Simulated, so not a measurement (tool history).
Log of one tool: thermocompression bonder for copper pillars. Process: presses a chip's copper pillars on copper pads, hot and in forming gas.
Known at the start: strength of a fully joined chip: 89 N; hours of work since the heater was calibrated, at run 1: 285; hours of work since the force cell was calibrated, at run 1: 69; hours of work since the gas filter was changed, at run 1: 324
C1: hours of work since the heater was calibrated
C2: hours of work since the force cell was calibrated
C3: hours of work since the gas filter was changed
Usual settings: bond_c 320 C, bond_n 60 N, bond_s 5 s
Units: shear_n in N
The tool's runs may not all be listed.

run 1 hour=0 | bond_c=320 bond_n=60 bond_s=5 | C1=285 C2=69 C3=324 | shear_n=56.5
run 2 hour=8.7 | bond_c=322 bond_n=60 bond_s=5 | C1=290 C2=74 C3=329 | shear_n=58.2
run 3 hour=14.2 | bond_c=322 bond_n=60 bond_s=5 | C1=294 C2=78 C3=332 | shear_n=57.4
run 4 hour=22.6 | bond_c=322 bond_n=60 bond_s=5 | C1=299 C2=83 C3=337 | shear_n=58
-- hour=30.2 forming gas filter changed
run 5 hour=31.7 | bond_c=322 bond_n=60 bond_s=5 | C1=304 C2=88 C3=1 | shear_n=63.9
run 6 hour=36.4 | bond_c=320 bond_n=60 bond_s=5 | C1=307 C2=91 C3=4 | shear_n=64.9
run 7 hour=43.5 | bond_c=320 bond_n=60 bond_s=5 | C1=311 C2=95 C3=8 | shear_n=63.9
-- hour=45.7 force cell calibrated
run 8 hour=52 | bond_c=320 bond_n=60 bond_s=5 | C1=315 C2=4 C3=12 | shear_n=62.6
run 9 hour=60 | bond_c=320 bond_n=45 bond_s=11 | C1=320 C2=9 C3=17 | shear_n=62
run 10 hour=69.4 | bond_c=305 bond_n=61 bond_s=11 | C1=325 C2=14 C3=23 | shear_n=68.4

Forecast run 11:
run 11 hour=74.9 | bond_c=327 bond_n=55 bond_s=11 | C1=329 C2=17 C3=26 | shear_n=?

Run 11 gave shear_n 73 N.
Without the tool's hidden state the same run would have given shear_n 74.7 N.
